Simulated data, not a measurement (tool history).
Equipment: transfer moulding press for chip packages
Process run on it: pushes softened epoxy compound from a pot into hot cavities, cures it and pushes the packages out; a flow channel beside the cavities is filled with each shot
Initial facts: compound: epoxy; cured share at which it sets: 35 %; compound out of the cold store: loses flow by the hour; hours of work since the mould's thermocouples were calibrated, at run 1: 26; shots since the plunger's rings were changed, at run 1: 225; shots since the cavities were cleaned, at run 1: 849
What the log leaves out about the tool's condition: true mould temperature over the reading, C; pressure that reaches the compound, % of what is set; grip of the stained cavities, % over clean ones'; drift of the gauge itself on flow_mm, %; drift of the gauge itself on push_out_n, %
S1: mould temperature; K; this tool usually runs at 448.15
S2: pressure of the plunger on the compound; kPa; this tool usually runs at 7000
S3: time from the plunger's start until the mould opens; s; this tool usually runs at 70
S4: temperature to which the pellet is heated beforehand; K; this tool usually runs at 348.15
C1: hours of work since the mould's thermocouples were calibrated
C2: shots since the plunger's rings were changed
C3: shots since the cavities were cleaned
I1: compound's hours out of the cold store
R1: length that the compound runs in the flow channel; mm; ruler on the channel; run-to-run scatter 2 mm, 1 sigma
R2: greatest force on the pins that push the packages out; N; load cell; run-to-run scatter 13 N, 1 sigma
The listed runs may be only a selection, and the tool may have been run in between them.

| run | hour | S1 | S2 | S3 | S4 | C1 | C2 | C3 | I1 | R1 | R2 |
|---|---|---|---|---|---|---|---|---|---|---|---|
| 1 | 0.0 | 448.15 | 7000 | 70 | 348.15 | 26 | 225 | 849 | 8.8 | 1005 | 644 |
|  | 14.3 | cavities cleaned with cleaning compound and waxed |
| 2 | 38.4 | 448.15 | 7000 | 70 | 348.15 | 43 | 637 | 269 | 21.3 | 937 | 636 |
|  | 101.4 | cavities cleaned with cleaning compound and waxed |
| 3 | 123.4 | 448.15 | 7000 | 70 | 348.15 | 82 | 1568 | 244 | 40.3 | 843 | 564 |
| 4 | 159.5 | 448.15 | 7000 | 70 | 348.15 | 99 | 1972 | 648 | 15.7 | 969 | 608 |
|  | 186.2 | cavities cleaned with cleaning compound and waxed |
| 5 | 207.1 | 440.15 | 7000 | 70 | 348.15 | 120 | 2486 | 234 | 44.7 | 846 | 955 |
| 6 | 256.2 | 440.15 | 7000 | 70 | 348.15 | 143 | 3035 | 783 | 26.0 | 941 | 1001 |
|  | 271.5 | cavities cleaned with cleaning compound and waxed |
|  | 319.9 | plunger's sealing rings changed |
| 7 | 321.5 | 448.15 | 7000 | 70 | 348.15 | 172 | 19 | 531 | 37.9 | 852 | 570 |
|  | 359.0 | cavities cleaned with cleaning compound and waxed |
| 8 | 373.7 | 448.15 | 7000 | 70 | 348.15 | 196 | 584 | 163 | 16.7 | 960 | 645 |
| 9 | 412.5 | 448.15 | 8600 | 70 | 348.15 | 214 | 1018 | 597 | 33.6 | 968 | 589 |
|  | 446.1 | cavities cleaned with cleaning compound and waxed |
| 10 | 467.3 | 448.15 | 8600 | 70 | 348.15 | 239 | 1613 | 237 | 25.0 | 1018 | 610 |
|  | 532.6 | cavities cleaned with cleaning compound and waxed |
| 11 | 542.7 | 448.15 | 7000 | 70 | 348.15 | 273 | 2438 | 113 | 20.7 | 939 | 614 |
|  | 619.7 | cavities cleaned with cleaning compound and waxed |
| 12 | 619.7 | 448.15 | 7000 | 70 | 348.15 | 308 | 3280 | 0 | 10.7 | 993 | 632 |
|  | 660.8 | plunger's sealing rings changed |
| 13 | 677.8 | 448.15 | 6610 | 83 | 346.15 | 334 | 189 | 621 | 44.4 | 801 | 424 |
|  | 709.6 | cavities cleaned with cleaning compound and waxed |
| 14 | 736.7 | 445.15 | 7000 | 70 | 348.15 | 361 | 830 | 303 | 34.2 | 880 | 701 |
|  | 794.9 | cavities cleaned with cleaning compound and waxed |
| 15 | 807.5 | 448.15 | 5230 | 70 | 347.15 | 393 | 1603 | 141 | 47.2 | 700 | 574 |
|  | 880.9 | cavities cleaned with cleaning compound and waxed |
| 16 | 880.9 | 448.15 | 5230 | 70 | 347.15 | 427 | 2406 | 0 | 16.1 | 831 | 638 |
|  | 967.7 | cavities cleaned with cleaning compound and waxed |
| 17 | 967.7 | 442.15 | 5230 | 53 | 347.15 | 467 | 3358 | 0 | 45.8 | 722 | 1446 |
|  | 1004.1 | plunger's sealing rings changed |
| 18 | 1020.4 | 455.15 | 5230 | 74 | 341.15 | 490 | 182 | 561 | 18.2 | 802 | 401 |
|  | 1057.5 | cavities cleaned with cleaning compound and waxed |
| 19 | 1080.5 | 455.15 | 5370 | 76 | 352.15 | 517 | 836 | 257 | 25.4 | 775 | 402 |
| 20 | 1124.7 | 443.15 | 8410 | 110 | 352.15 | 538 | 1329 | 750 | 19.8 | 1054 | 408 |
|  | 1148.2 | cavities cleaned with cleaning compound and waxed |
| 21 | 1187.7 | 455.15 | 6590 | 70 | 348.15 | 567 | 2016 | 442 | 21.6 | 884 | 435 |
|  | 1234.6 | cavities cleaned with cleaning compound and waxed |
| 22 | 1276.3 | 448.15 | 5870 | 106 | 348.15 | 607 | 2988 | 466 | 20.1 | 862 | 385 |
| 23 | 1313.0 | 449.15 | 5870 | 105 | 348.15 | 624 | 3397 | 875 | 47.2 | 740 | 368 |
|  | 1320.2 | cavities cleaned with cleaning compound and waxed |
|  | 1341.1 | plunger's sealing rings changed |
| 24 | 1399.5 | 444.15 | 7000 | 70 | 348.15 | 663 | 652 | 857 | 47.6 | 821 | 756 |

Hidden condition of the tool, last listed run before each entry between runs versus first listed run after:
Runs 1 to 2: cavities cleaned with cleaning compound and waxed (hour 14.3)
  pressure that reaches the compound, % of what is set: 100 -> 99.99; grip of the stained cavities, % over clean ones': 0.5 -> 0.3
Runs 2 to 3: cavities cleaned with cleaning compound and waxed (hour 101.4)
  pressure that reaches the compound, % of what is set: 99.99 -> 99.97
Runs 4 to 5: cavities cleaned with cleaning compound and waxed (hour 186.2)
  pressure that reaches the compound, % of what is set: 99.97 -> 99.96; grip of the stained cavities, % over clean ones': 0.4 -> 0.3
Runs 6 to 7: cavities cleaned with cleaning compound and waxed (hour 271.5); plunger's sealing rings changed (hour 319.9)
  pressure that reaches the compound, % of what is set: 99.95 -> 100; grip of the stained cavities, % over clean ones': 0.5 -> 0.4
Runs 7 to 8: cavities cleaned with cleaning compound and waxed (hour 359.0)
  pressure that reaches the compound, % of what is set: 100 -> 99.99; grip of the stained cavities, % over clean ones': 0.4 -> 0.2
Runs 9 to 10: cavities cleaned with cleaning compound and waxed (hour 446.1)
  pressure that reaches the compound, % of what is set: 99.98 -> 99.97; grip of the stained cavities, % over clean ones': 0.4 -> 0.3
Runs 10 to 11: cavities cleaned with cleaning compound and waxed (hour 532.6)
  pressure that reaches the compound, % of what is set: 99.97 -> 99.96; grip of the stained cavities, % over clean ones': 0.3 -> 0.1
Runs 11 to 12: cavities cleaned with cleaning compound and waxed (hour 619.7)
  pressure that reaches the compound, % of what is set: 99.96 -> 99.95; grip of the stained cavities, % over clean ones': 0.1 -> 0
Runs 12 to 13: plunger's sealing rings changed (hour 660.8)
  pressure that reaches the compound, % of what is set: 99.95 -> 100; grip of the stained cavities, % over clean ones': 0 -> 0.4
Runs 13 to 14: cavities cleaned with cleaning compound and waxed (hour 709.6)
  pressure that reaches the compound, % of what is set: 100 -> 99.99; grip of the stained cavities, % over clean ones': 0.4 -> 0.3
Runs 14 to 15: cavities cleaned with cleaning compound and waxed (hour 794.9)
  true mould temperature over the reading, C: 0 -> -0.01; pressure that reaches the compound, % of what is set: 99.99 -> 99.97; grip of the stained cavities, % over clean ones': 0.3 -> 0.1
Runs 15 to 16: cavities cleaned with cleaning compound and waxed (hour 880.9)
  pressure that reaches the compound, % of what is set: 99.97 -> 99.96; grip of the stained cavities, % over clean ones': 0.1 -> 0
Runs 16 to 17: cavities cleaned with cleaning compound and waxed (hour 967.7)
  pressure that reaches the compound, % of what is set: 99.96 -> 99.95
Runs 17 to 18: plunger's sealing rings changed (hour 1004.1)
  pressure that reaches the compound, % of what is set: 99.95 -> 99.99; grip of the stained cavities, % over clean ones': 0 -> 0.4
Runs 18 to 19: cavities cleaned with cleaning compound and waxed (hour 1057.5)
  pressure that reaches the compound, % of what is set: 99.99 -> 99.98; grip of the stained cavities, % over clean ones': 0.4 -> 0.2
Runs 20 to 21: cavities cleaned with cleaning compound and waxed (hour 1148.2)
  pressure that reaches the compound, % of what is set: 99.97 -> 99.96; grip of the stained cavities, % over clean ones': 0.5 -> 0.4
Runs 21 to 22: cavities cleaned with cleaning compound and waxed (hour 1234.6)
  pressure that reaches the compound, % of what is set: 99.96 -> 99.95
Runs 23 to 24: cavities cleaned with cleaning compound and waxed (hour 1320.2); plunger's sealing rings changed (hour 1341.1)
  pressure that reaches the compound, % of what is set: 99.94 -> 99.99
